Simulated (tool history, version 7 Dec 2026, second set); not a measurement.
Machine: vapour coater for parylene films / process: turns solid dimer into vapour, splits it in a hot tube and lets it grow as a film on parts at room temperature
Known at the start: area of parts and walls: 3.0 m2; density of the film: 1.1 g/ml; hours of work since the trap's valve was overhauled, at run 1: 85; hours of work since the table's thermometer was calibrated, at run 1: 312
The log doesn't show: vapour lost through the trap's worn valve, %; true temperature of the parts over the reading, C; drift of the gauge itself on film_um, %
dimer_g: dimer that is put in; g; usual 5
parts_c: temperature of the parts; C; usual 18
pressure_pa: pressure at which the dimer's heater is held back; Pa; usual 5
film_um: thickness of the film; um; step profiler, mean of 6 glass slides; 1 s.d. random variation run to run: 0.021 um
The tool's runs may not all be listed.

run    hour  dimer_g  parts_c  pressure_pa  hours of work since the trap's valve was overhauled  hours of work since the table's thermometer was calibrated  film_um
  1       0        5       18            5                                                   85                                                         312     0.78
  2    27.8        5       18            5                                                  106                                                         334     0.78
  3    64.9        5       18            5                                                  134                                                         362     0.79
  4    84.9        5       18            5                                                  150                                                         378     0.77
  5   115.6        5       15            5                                                  173                                                         401     0.86
  6   136.4        5       15        10.26                                                  189                                                         417     0.73
  7   154.6        5       18         4.71                                                  203                                                         431     0.73
  8   188.7        5       18         4.71                                                  229                                                         457     0.71
  9   223.6        5       15            5                                                  256                                                         484      0.8
 10   249.4        5       18         2.79                                                  276                                                         504     0.81
 11   274.5        5       18         2.79                                                  295                                                         523     0.79
 12   290.5        5       18            5                                                  307                                                         535     0.72
 13   315.6        5       18            5                                                  327                                                         555      0.7
 14   339.8        5       15            5                                                  345                                                         573     0.73
      356.9  -- trap's valve overhauled
 15   369.3        5       11            5                                                   10                                                         593     0.94
 16     408        5       18            5                                                   39                                                         623     0.81
 17   424.3        5       18            5                                                   52                                                         635     0.82
 18   456.2        5       18         2.57                                                   76                                                         660     0.91
 19   494.7        5       18         2.57                                                  106                                                         689     0.86
 20     532        5       18            5                                                  134                                                         718     0.76
 21   548.8        5       18            5                                                  147                                                         731      0.8
 22   574.4        6       18            5                                                  167                                                         750     0.92
 23     596        3       18         3.66                                                  184                                                         767     0.48
 24   622.2        3       18         9.02                                                  204                                                         787     0.42
 25   642.4        3       14         5.63                                                  219                                                         802     0.49
 26   677.4        3       14         5.63                                                  246                                                         829      0.5
 27   699.8        5       18         8.74                                                  263                                                         846     0.65
 28   721.3        5       18         8.74                                                  280                                                         863     0.66
 29   752.9        5       18         8.74                                                  304                                                         887     0.65
 30   772.2        5       25         8.74                                                  319                                                         902     0.53
 31   806.3        5       25         8.74                                                  345                                                         928     0.52
      822.7  -- trap's valve overhauled
 32   834.6        5       25         8.74                                                    9                                                         947     0.59
 33   853.5        5       25         8.74                                                   24                                                         961      0.6
 34   882.4        5       17        10.28                                                   46                                                         984     0.69
 35   921.1        9       18         2.73                                                   76                                                        1013     1.55
 36   941.7        3       15         8.97                                                   91                                                        1029     0.41
 37   965.9        2       18            5                                                  110                                                        1048     0.32
 38   984.9        6       10          8.1                                                  125                                                        1062     1.01
 39  1012.2        6       10          8.1                                                  145                                                        1083        1
 40  1050.3        3       18         2.75                                                  175                                                        1112      0.5
 41  1067.6        5       19         3.81                                                  188                                                        1126     0.73

Selected run-to-run steps in film_um, each split into two signed amounts: the part the tool would show with no hidden state at all (from settings, incoming material and random variation), and the remainder, which goes to the hidden state together with any gauge scatter not common to the measured and the hidden-state-free results:
Run 14 -> 15: parts_c 15 -> 11, trap's valve overhauled. film_um +0.21 um: hidden state +0.12, all else +0.09.
Run 31 -> 32: trap's valve overhauled. film_um +0.07 um: hidden state +0.09, all else -0.02.
Run 34 -> 35: dimer_g 5 -> 9, parts_c 17 -> 18, pressure_pa 10.28 -> 2.73. film_um +0.86 um: hidden state -0.05, all else +0.91.
Run 35 -> 36: dimer_g 9 -> 3, parts_c 18 -> 15, pressure_pa 2.73 -> 8.97. film_um -1.14 um: hidden state +0.06, all else -1.2.
Run 37 -> 38: dimer_g 2 -> 6, parts_c 18 -> 10, pressure_pa 5 -> 8.1. film_um +0.69 um: hidden state -0.06, all else +0.75.

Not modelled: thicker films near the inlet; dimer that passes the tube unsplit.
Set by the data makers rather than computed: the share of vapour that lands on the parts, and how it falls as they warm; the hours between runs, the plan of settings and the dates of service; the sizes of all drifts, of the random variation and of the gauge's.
